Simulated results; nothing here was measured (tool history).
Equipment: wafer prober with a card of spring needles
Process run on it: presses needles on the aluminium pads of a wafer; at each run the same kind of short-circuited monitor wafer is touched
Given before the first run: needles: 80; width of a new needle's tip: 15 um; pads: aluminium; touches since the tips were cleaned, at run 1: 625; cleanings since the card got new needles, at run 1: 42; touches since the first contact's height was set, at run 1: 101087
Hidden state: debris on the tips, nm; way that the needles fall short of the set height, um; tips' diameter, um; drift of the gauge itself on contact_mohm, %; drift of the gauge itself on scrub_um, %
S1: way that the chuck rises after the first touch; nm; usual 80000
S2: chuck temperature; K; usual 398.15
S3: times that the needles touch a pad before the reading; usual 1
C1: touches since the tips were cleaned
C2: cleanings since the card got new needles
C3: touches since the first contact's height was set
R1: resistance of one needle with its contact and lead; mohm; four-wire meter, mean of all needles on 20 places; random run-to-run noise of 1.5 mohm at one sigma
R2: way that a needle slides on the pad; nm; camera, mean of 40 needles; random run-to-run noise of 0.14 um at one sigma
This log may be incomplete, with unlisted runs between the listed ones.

run 1 hour=0 | S1=80000 S2=398.15 S3=1 | C1=625 C2=42 C3=101087 | R1=139 R2=12690
-- hour=3.2 tips cleaned on abrasive film
-- hour=8.4 tips cleaned on abrasive film
-- hour=13.6 tips cleaned on abrasive film
-- hour=17.7 tips cleaned on abrasive film
-- hour=22.9 tips cleaned on abrasive film
-- hour=27.1 tips cleaned on abrasive film
-- hour=32.3 tips cleaned on abrasive film
-- hour=37.5 tips cleaned on abrasive film
-- hour=42.7 tips cleaned on abrasive film
-- hour=47.9 tips cleaned on abrasive film
-- hour=53.1 tips cleaned on abrasive film
-- hour=57.4 tips cleaned on abrasive film
run 2 hour=57.4 | S1=80000 S2=299.15 S3=1 | C1=0 C2=54 C3=128119 | R1=123 R2=12540
-- hour=62.6 tips cleaned on abrasive film
-- hour=67.8 tips cleaned on abrasive film
-- hour=73 tips cleaned on abrasive film
-- hour=78.3 tips cleaned on abrasive film
-- hour=83.5 tips cleaned on abrasive film
-- hour=88.7 tips cleaned on abrasive film
-- hour=93.9 tips cleaned on abrasive film
-- hour=99.1 tips cleaned on abrasive film
-- hour=104.3 tips cleaned on abrasive film
-- hour=105.6 height of the first contact set anew
-- hour=109.8 tips cleaned on abrasive film
-- hour=115 tips cleaned on abrasive film
-- hour=119.1 tips cleaned on abrasive film
run 3 hour=121.2 | S1=80000 S2=388.15 S3=1 | C1=982 C2=66 C3=7356 | R1=138 R2=12420
-- hour=124.2 tips cleaned on abrasive film
-- hour=129.4 tips cleaned on abrasive film
-- hour=133.6 tips cleaned on abrasive film
-- hour=138.8 tips cleaned on abrasive film
-- hour=143 tips cleaned on abrasive film
-- hour=148.2 tips cleaned on abrasive film
-- hour=153.4 tips cleaned on abrasive film
-- hour=158.6 tips cleaned on abrasive film
-- hour=162.8 tips cleaned on abrasive film
-- hour=168 tips cleaned on abrasive film
-- hour=173.2 tips cleaned on abrasive film
-- hour=178.4 tips cleaned on abrasive film
-- hour=183.6 tips cleaned on abrasive film
-- hour=188.8 tips cleaned on abrasive film
-- hour=193 tips cleaned on abrasive film
-- hour=197.5 tips cleaned on abrasive film
run 4 hour=197.5 | S1=80000 S2=398.15 S3=1 | C1=0 C2=82 C3=43246 | R1=138 R2=12370
-- hour=202.7 tips cleaned on abrasive film
-- hour=207.9 tips cleaned on abrasive film
-- hour=213.1 tips cleaned on abrasive film
-- hour=218.3 tips cleaned on abrasive film
-- hour=223.5 tips cleaned on abrasive film
-- hour=227.7 tips cleaned on abrasive film
-- hour=232.9 tips cleaned on abrasive film
-- hour=237 tips cleaned on abrasive film
-- hour=242.1 tips cleaned on abrasive film
run 5 hour=242.1 | S1=80000 S2=398.15 S3=1 | C1=0 C2=91 C3=64286 | R1=138 R2=12420
-- hour=246.3 tips cleaned on abrasive film
-- hour=251.5 tips cleaned on abrasive film
-- hour=256.7 tips cleaned on abrasive film
-- hour=261.9 tips cleaned on abrasive film
-- hour=267.1 tips cleaned on abrasive film
-- hour=272.3 tips cleaned on abrasive film
-- hour=277.5 tips cleaned on abrasive film
-- hour=282.7 tips cleaned on abrasive film
-- hour=287.9 tips cleaned on abrasive film
-- hour=293.1 tips cleaned on abrasive film
-- hour=297.3 tips cleaned on abrasive film
run 6 hour=297.7 | S1=80000 S2=398.15 S3=1 | C1=172 C2=102 C3=90444 | R1=137 R2=12490
-- hour=301.9 tips cleaned on abrasive film
-- hour=307.1 tips cleaned on abrasive film
-- hour=312.3 tips cleaned on abrasive film
-- hour=317.5 tips cleaned on abrasive film
-- hour=322.7 tips cleaned on abrasive film
-- hour=326.8 tips cleaned on abrasive film
-- hour=332 tips cleaned on abrasive film
-- hour=337.2 tips cleaned on abrasive film
run 7 hour=340.4 | S1=80000 S2=300.15 S3=1 | C1=1497 C2=110 C3=110574 | R1=125 R2=12540
-- hour=341.5 tips cleaned on abrasive film
-- hour=346.7 tips cleaned on abrasive film
-- hour=350.9 tips cleaned on abrasive film
-- hour=356.1 tips cleaned on abrasive film
-- hour=360.3 tips cleaned on abrasive film
-- hour=365.5 tips cleaned on abrasive film
-- hour=369.7 tips cleaned on abrasive film
-- hour=374.9 tips cleaned on abrasive film
-- hour=380.1 tips cleaned on abrasive film
-- hour=385.3 tips cleaned on abrasive film
-- hour=390.5 tips cleaned on abrasive film
-- hour=395.7 tips cleaned on abrasive film
-- hour=400.9 tips cleaned on abrasive film
-- hour=405.1 tips cleaned on abrasive film
-- hour=410.3 tips cleaned on abrasive film
-- hour=415.5 tips cleaned on abrasive film
run 8 hour=419.4 | S1=80000 S2=300.15 S3=1 | C1=1919 C2=126 C3=147810 | R1=127 R2=12640
-- hour=420.6 tips cleaned on abrasive film
-- hour=424.7 tips cleaned on abrasive film
-- hour=425 height of the first contact set anew
-- hour=430.2 tips cleaned on abrasive film
-- hour=435.4 tips cleaned on abrasive film
-- hour=440.7 tips cleaned on abrasive film
-- hour=445.9 tips cleaned on abrasive film
-- hour=451.1 tips cleaned on abrasive film
-- hour=456.3 tips cleaned on abrasive film
-- hour=461.5 tips cleaned on abrasive film
-- hour=466.7 tips cleaned on abrasive film
-- hour=471.9 tips cleaned on abrasive film
-- hour=477.1 tips cleaned on abrasive film
-- hour=482.3 tips cleaned on abrasive film
-- hour=486.4 tips cleaned on abrasive film
-- hour=491.6 tips cleaned on abrasive film
-- hour=496.8 tips cleaned on abrasive film
run 9 hour=498.5 | S1=85000 S2=312.15 S3=2 | C1=784 C2=142 C3=34613 | R1=128 R2=13480
-- hour=501.6 tips cleaned on abrasive film
-- hour=506.8 tips cleaned on abrasive film
-- hour=512 tips cleaned on abrasive film
-- hour=517.2 tips cleaned on abrasive film
-- hour=521.4 tips cleaned on abrasive film
-- hour=526.6 tips cleaned on abrasive film
-- hour=531.8 tips cleaned on abrasive film
-- hour=537 tips cleaned on abrasive film
run 10 hour=539.2 | S1=85000 S2=312.15 S3=2 | C1=1042 C2=150 C3=53795 | R1=124 R2=13400
-- hour=541.3 tips cleaned on abrasive film
-- hour=545.5 tips cleaned on abrasive film
-- hour=550.7 tips cleaned on abrasive film
-- hour=554.9 tips cleaned on abrasive film
-- hour=560.1 tips cleaned on abrasive film
-- hour=564.3 tips cleaned on abrasive film
-- hour=569.5 tips cleaned on abrasive film
-- hour=574.7 tips cleaned on abrasive film
-- hour=579.9 tips cleaned on abrasive film
-- hour=585.1 tips cleaned on abrasive film
-- hour=589.3 tips cleaned on abrasive film
-- hour=594.5 tips cleaned on abrasive film
-- hour=599.7 tips cleaned on abrasive film
-- hour=604.8 tips cleaned on abrasive film
-- hour=616.8 card fitted with new needles
run 11 hour=616.8 | S1=96000 S2=398.15 S3=1 | C1=0 C2=0 C3=0 | R1=135 R2=15000
-- hour=620.9 tips cleaned on abrasive film
-- hour=626.1 tips cleaned on abrasive film
-- hour=631.3 tips cleaned on abrasive film
-- hour=636.5 tips cleaned on abrasive film
-- hour=641.7 tips cleaned on abrasive film
-- hour=646.9 tips cleaned on abrasive film
-- hour=651.1 tips cleaned on abrasive film
run 12 hour=654.1 | S1=64000 S2=352.15 S3=2 | C1=1440 C2=7 C3=17620 | R1=135 R2=10090
-- hour=656.3 tips cleaned on abrasive film
-- hour=661.5 tips cleaned on abrasive film
-- hour=666.7 tips cleaned on abrasive film
-- hour=671.9 tips cleaned on abrasive film
-- hour=677.1 tips cleaned on abrasive film
-- hour=681.2 tips cleaned on abrasive film
-- hour=686.4 tips cleaned on abrasive film
-- hour=690.6 tips cleaned on abrasive film
-- hour=695.8 tips cleaned on abrasive film
-- hour=701 tips cleaned on abrasive film
-- hour=706.2 tips cleaned on abrasive film
run 13 hour=706.6 | S1=80000 S2=384.15 S3=1 | C1=169 C2=18 C3=42303 | R1=135 R2=12710
-- hour=710.8 tips cleaned on abrasive film
-- hour=714.9 tips cleaned on abrasive film
-- hour=719.1 tips cleaned on abrasive film
-- hour=724.3 tips cleaned on abrasive film
-- hour=728.5 tips cleaned on abrasive film
-- hour=733.7 tips cleaned on abrasive film
-- hour=738.9 tips cleaned on abrasive film
-- hour=744.1 tips cleaned on abrasive film
-- hour=749.3 tips cleaned on abrasive film
-- hour=754.5 tips cleaned on abrasive film
run 14 hour=756.9 | S1=80000 S2=384.15 S3=1 | C1=1126 C2=28 C3=65983 | R1=138 R2=12540

Forecast run 15:
-- hour=759 tips cleaned on abrasive film
-- hour=764.2 tips cleaned on abrasive film
-- hour=769.4 tips cleaned on abrasive film
-- hour=774.6 tips cleaned on abrasive film
-- hour=779.8 tips cleaned on abrasive film
-- hour=785 tips cleaned on abrasive film
-- hour=790.2 tips cleaned on abrasive film
-- hour=794.4 tips cleaned on abrasive film
-- hour=799.6 tips cleaned on abrasive film
-- hour=804.8 tips cleaned on abrasive film
-- hour=810 tips cleaned on abrasive film
run 15 hour=811.2 | S1=80000 S2=310.15 S3=1 | C1=571 C2=39 C3=91557 | R1=? R2=?

R1: 126 mohm
R2: 12310 nm
With no hidden state in the tool, this same run would have given R1 126 mohm, R2 12320 nm.
